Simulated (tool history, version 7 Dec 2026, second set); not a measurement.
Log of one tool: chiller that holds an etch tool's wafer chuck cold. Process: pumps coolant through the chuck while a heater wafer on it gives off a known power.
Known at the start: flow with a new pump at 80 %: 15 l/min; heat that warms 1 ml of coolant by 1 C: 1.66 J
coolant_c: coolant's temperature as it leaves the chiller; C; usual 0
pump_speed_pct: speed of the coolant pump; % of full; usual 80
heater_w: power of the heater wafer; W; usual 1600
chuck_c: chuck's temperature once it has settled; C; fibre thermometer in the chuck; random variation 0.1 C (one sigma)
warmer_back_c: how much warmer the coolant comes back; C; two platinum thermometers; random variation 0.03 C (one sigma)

run,hour,coolant_c,pump_speed_pct,heater_w,chuck_c,warmer_back_c
1,0,0,80,1600,15.8,3.84
2,29.3,0,100,1600,13.7,3.01
3,45.7,0,80,1600,16.1,3.85
4,72.2,9,80,1600,25,3.81
5,97.9,9,80,1600,25.1,3.88
6,125,9,80,1600,25,3.85
7,139.4,-5,80,1600,10.9,3.86
8,169.3,-3,80,1600,12.9,3.84
9,191,0,88,1796,16.9,3.98
10,220.2,7,66,1230,21.2,3.75
11,236.2,0,87,1269,12,2.83
12,260.7,0,65,1057,12.4,3.17

3 ways to go on from here, each from the tool as it stands after run 12. What would each give?
A,277.4,6,71,1020,?,?
B,277.4,-1,77,1367,?,?
C,277.4,0,80,814,?,?

run,chuck_c,warmer_back_c
A,17.2,2.83
B,13.1,3.49
C,8.1,1.95
Without the tool's hidden state the same runs would have given:
run,chuck_c,warmer_back_c
A,16.9,2.82
B,12.7,3.47
C,7.9,1.94

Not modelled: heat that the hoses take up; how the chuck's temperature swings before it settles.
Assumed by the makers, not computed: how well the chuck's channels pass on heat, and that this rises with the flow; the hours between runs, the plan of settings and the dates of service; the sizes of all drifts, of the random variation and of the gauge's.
